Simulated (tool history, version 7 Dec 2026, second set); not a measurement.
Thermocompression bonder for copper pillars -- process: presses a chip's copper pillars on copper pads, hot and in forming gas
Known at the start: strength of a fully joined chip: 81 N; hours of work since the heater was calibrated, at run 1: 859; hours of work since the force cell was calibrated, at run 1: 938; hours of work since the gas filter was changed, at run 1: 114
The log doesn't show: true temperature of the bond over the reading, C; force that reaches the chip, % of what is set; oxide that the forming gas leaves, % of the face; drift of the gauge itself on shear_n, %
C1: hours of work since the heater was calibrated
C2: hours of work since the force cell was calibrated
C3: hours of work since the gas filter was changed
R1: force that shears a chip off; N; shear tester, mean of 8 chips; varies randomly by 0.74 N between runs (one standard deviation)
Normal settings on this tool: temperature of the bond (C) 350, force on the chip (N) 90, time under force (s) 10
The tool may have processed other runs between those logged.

run 1 hour=0 | temperature_of_the_bond_(C)=350 force_on_the_chip_(N)=90 time_under_force_(s)=10 | C1=859 C2=938 C3=114 | R1=51.6
run 2 hour=66.2 | temperature_of_the_bond_(C)=350 force_on_the_chip_(N)=90 time_under_force_(s)=10 | C1=907 C2=986 C3=162 | R1=52
run 3 hour=137.5 | temperature_of_the_bond_(C)=350 force_on_the_chip_(N)=90 time_under_force_(s)=10 | C1=959 C2=1038 C3=213 | R1=50.3
-- hour=161.3 forming gas filter changed
run 4 hour=179.2 | temperature_of_the_bond_(C)=350 force_on_the_chip_(N)=90 time_under_force_(s)=10 | C1=989 C2=1068 C3=13 | R1=52.1
run 5 hour=258.1 | temperature_of_the_bond_(C)=350 force_on_the_chip_(N)=90 time_under_force_(s)=10 | C1=1046 C2=1125 C3=70 | R1=52.5
run 6 hour=299.4 | temperature_of_the_bond_(C)=350 force_on_the_chip_(N)=90 time_under_force_(s)=10 | C1=1076 C2=1155 C3=100 | R1=51.5
run 7 hour=367.6 | temperature_of_the_bond_(C)=338 force_on_the_chip_(N)=90 time_under_force_(s)=10 | C1=1125 C2=1204 C3=149 | R1=45.3
run 8 hour=421.5 | temperature_of_the_bond_(C)=338 force_on_the_chip_(N)=90 time_under_force_(s)=10 | C1=1164 C2=1243 C3=188 | R1=46.2
-- hour=479.5 forming gas filter changed
run 9 hour=502.9 | temperature_of_the_bond_(C)=366 force_on_the_chip_(N)=90 time_under_force_(s)=10 | C1=1222 C2=1302 C3=17 | R1=59.1
run 10 hour=545.5 | temperature_of_the_bond_(C)=366 force_on_the_chip_(N)=90 time_under_force_(s)=6 | C1=1253 C2=1333 C3=48 | R1=50.7
run 11 hour=606.2 | temperature_of_the_bond_(C)=361 force_on_the_chip_(N)=116 time_under_force_(s)=29 | C1=1297 C2=1377 C3=92 | R1=77.4
run 12 hour=659.1 | temperature_of_the_bond_(C)=361 force_on_the_chip_(N)=116 time_under_force_(s)=29 | C1=1336 C2=1415 C3=130 | R1=76.7
run 13 hour=738 | temperature_of_the_bond_(C)=361 force_on_the_chip_(N)=116 time_under_force_(s)=29 | C1=1393 C2=1472 C3=187 | R1=74.7
-- hour=797.9 forming gas filter changed
run 14 hour=812 | temperature_of_the_bond_(C)=361 force_on_the_chip_(N)=116 time_under_force_(s)=29 | C1=1446 C2=1525 C3=10 | R1=76.9
run 15 hour=865 | temperature_of_the_bond_(C)=379 force_on_the_chip_(N)=76 time_under_force_(s)=11 | C1=1484 C2=1563 C3=49 | R1=56.5

What if the next run were any one of these 4? Each begins from the tool's condition after run 15:
run A hour=908 | temperature_of_the_bond_(C)=379 force_on_the_chip_(N)=83 time_under_force_(s)=11 | C1=1515 C2=1595 C3=80 | R1=?
run B hour=908 | temperature_of_the_bond_(C)=379 force_on_the_chip_(N)=99 time_under_force_(s)=11 | C1=1515 C2=1595 C3=80 | R1=?
run C hour=908 | temperature_of_the_bond_(C)=350 force_on_the_chip_(N)=57 time_under_force_(s)=10 | C1=1515 C2=1595 C3=80 | R1=?
run D hour=908 | temperature_of_the_bond_(C)=352 force_on_the_chip_(N)=54 time_under_force_(s)=11 | C1=1515 C2=1595 C3=80 | R1=?

run=A R1=59.4
run=B R1=66.5
run=C R1=32.2
run=D R1=29.9
Take away the tool's hidden state, keep each run's random variation, and the runs would have read:
run=A R1=64.6
run=B R1=71
run=C R1=37.1
run=D R1=34.7

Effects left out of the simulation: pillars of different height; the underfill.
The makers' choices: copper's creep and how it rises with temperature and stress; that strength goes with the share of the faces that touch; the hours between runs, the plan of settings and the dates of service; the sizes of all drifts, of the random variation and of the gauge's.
